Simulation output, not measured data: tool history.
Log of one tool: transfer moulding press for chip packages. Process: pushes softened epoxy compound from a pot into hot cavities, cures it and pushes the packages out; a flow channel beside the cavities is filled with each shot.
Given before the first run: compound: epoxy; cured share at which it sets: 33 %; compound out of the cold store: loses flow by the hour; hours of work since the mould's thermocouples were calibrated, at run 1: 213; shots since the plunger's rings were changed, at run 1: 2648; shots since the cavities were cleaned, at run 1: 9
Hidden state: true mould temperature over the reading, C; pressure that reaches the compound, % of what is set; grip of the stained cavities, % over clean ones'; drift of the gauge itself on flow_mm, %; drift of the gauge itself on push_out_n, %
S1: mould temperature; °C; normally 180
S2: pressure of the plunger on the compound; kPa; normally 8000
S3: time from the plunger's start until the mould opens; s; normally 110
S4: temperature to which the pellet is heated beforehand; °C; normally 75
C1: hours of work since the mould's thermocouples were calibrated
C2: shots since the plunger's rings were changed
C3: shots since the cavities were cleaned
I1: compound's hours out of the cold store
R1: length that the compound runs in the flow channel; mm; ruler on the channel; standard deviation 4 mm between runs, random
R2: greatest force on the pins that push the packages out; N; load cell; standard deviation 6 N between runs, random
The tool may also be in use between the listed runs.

run,hour,S1,S2,S3,S4,C1,C2,C3,I1,R1,R2
1,0,180,8000,110,75,213,2648,9,33.3,481,230
2,7.9,180,8000,110,75,218,2739,100,14.2,517,258
3,17.3,180,8000,110,75,225,2847,208,43.3,464,281
4,23.9,180,6830,110,75,229,2922,283,9.8,482,302
5,32.7,180,8000,110,79,235,3023,384,40.3,465,312
6,42.1,180,8000,110,79,242,3131,492,22.4,496,341
# hour 47.6: cavities cleaned with cleaning compound and waxed
7,52.6,180,8000,110,77,248,3234,57,34.1,475,250
8,58.8,180,8000,110,77,252,3305,128,10.6,518,271
9,65.9,180,8000,110,77,257,3386,209,25,492,291
10,75.5,182,8000,110,75,263,3496,319,27.7,481,305
11,80.8,182,8000,110,75,267,3558,381,30,484,304
12,91.7,182,8000,96,75,274,3683,506,22.1,491,369
# hour 96.4: cavities cleaned with cleaning compound and waxed
13,101.7,184,8000,96,75,280,3780,61,45.2,447,250
14,111.4,184,8000,96,78,286,3891,172,22.7,491,292
15,116.9,184,8000,130,78,290,3955,236,11.2,505,263
16,123.4,184,8000,130,78,295,4029,310,41,458,269
17,130.6,180,8000,111,75,299,4112,393,13.3,509,321
18,142.2,180,8000,115,77,307,4244,525,26,483,332
# hour 144.6: cavities cleaned with cleaning compound and waxed
19,151.4,174,9650,110,75,313,4333,78,9.2,572,344
20,160.6,174,9650,110,75,319,4438,183,39.1,516,339
21,170.4,174,9650,110,75,325,4551,296,21.3,543,381
# hour 182.1: plunger's sealing rings changed
22,183.8,180,9230,110,81,333,20,421,34.9,529,319
23,188.5,180,9230,110,81,336,74,475,36.4,534,346
# hour 195.5: cavities cleaned with cleaning compound and waxed
24,199.8,187,6350,101,84,343,186,50,11.8,471,219
25,207.7,187,6350,101,82,348,277,141,18,457,237
26,218,187,6350,101,82,355,394,258,20.7,456,274
27,229.7,179,6670,103,76,363,529,393,19.4,475,352
28,240,181,6670,103,81,370,647,511,19.2,475,346

For each run, the measured value with the value that run would have given without the tool's hidden condition subtracted. The run-to-run variation is shared by both, the gauge scatter possibly not:
run,R1,R2
1,-16,+6
2,-18,+29
3,-17,+56
4,-19,+76
5,-18,+92
6,-19,+115
7,-20,+27
8,-22,+45
9,-21,+65
10,-22,+86
11,-22,+96
12,-24,+132
13,-22,+23
14,-24,+54
15,-26,+56
16,-24,+70
17,-28,+96
18,-27,+116
19,-33,+44
20,-30,+72
21,-33,+110
22,+0,+103
23,+0,+116
24,+0,+16
25,-1,+39
26,-1,+65
27,-3,+113
28,-3,+119
